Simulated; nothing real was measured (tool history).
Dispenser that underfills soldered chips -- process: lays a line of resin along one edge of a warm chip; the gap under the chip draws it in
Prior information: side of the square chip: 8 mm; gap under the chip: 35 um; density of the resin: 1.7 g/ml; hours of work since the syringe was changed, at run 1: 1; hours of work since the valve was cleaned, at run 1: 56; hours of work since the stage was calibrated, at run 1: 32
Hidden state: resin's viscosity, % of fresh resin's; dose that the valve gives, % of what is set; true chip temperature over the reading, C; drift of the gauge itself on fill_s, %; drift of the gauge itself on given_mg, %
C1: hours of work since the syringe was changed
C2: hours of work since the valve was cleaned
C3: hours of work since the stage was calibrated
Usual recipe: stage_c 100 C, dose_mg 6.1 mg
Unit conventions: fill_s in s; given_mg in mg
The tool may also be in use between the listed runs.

{"run": 1, "hour": 0.0, "stage_c": 100, "dose_mg": 6.1, "C1": 1, "C2": 56, "C3": 32, "fill_s": 29.8, "given_mg": 5.79}
{"run": 2, "hour": 6.8, "stage_c": 100, "dose_mg": 6.1, "C1": 5, "C2": 60, "C3": 36, "fill_s": 35.4, "given_mg": 5.81}
{"hour": 11.4, "done": "new syringe of resin"}
{"run": 3, "hour": 16.1, "stage_c": 100, "dose_mg": 6.1, "C1": 3, "C2": 66, "C3": 42, "fill_s": 32.9, "given_mg": 5.71}
{"hour": 24.1, "done": "new syringe of resin"}
{"run": 4, "hour": 24.4, "stage_c": 100, "dose_mg": 6.1, "C1": 0, "C2": 72, "C3": 47, "fill_s": 29.3, "given_mg": 5.7}
{"run": 5, "hour": 34.1, "stage_c": 89, "dose_mg": 6.1, "C1": 7, "C2": 78, "C3": 54, "fill_s": 61.8, "given_mg": 5.68}
{"hour": 37.4, "done": "new syringe of resin"}
{"run": 6, "hour": 40.4, "stage_c": 89, "dose_mg": 6.1, "C1": 2, "C2": 82, "C3": 58, "fill_s": 51.9, "given_mg": 5.56}
{"run": 7, "hour": 46.1, "stage_c": 89, "dose_mg": 6.1, "C1": 6, "C2": 86, "C3": 61, "fill_s": 61.7, "given_mg": 5.64}

What will run 8 give?
{"hour": 50.7, "done": "new syringe of resin"}
{"run": 8, "hour": 51.0, "stage_c": 89, "dose_mg": 6.1, "C1": 0, "C2": 89, "C3": 65, "fill_s": "?", "given_mg": "?"}

fill_s: 47.4 s
given_mg: 5.65 mg
The same run, on a tool lacking any hidden state, would have yielded fill_s 46.5 s, given_mg 6.16 mg.
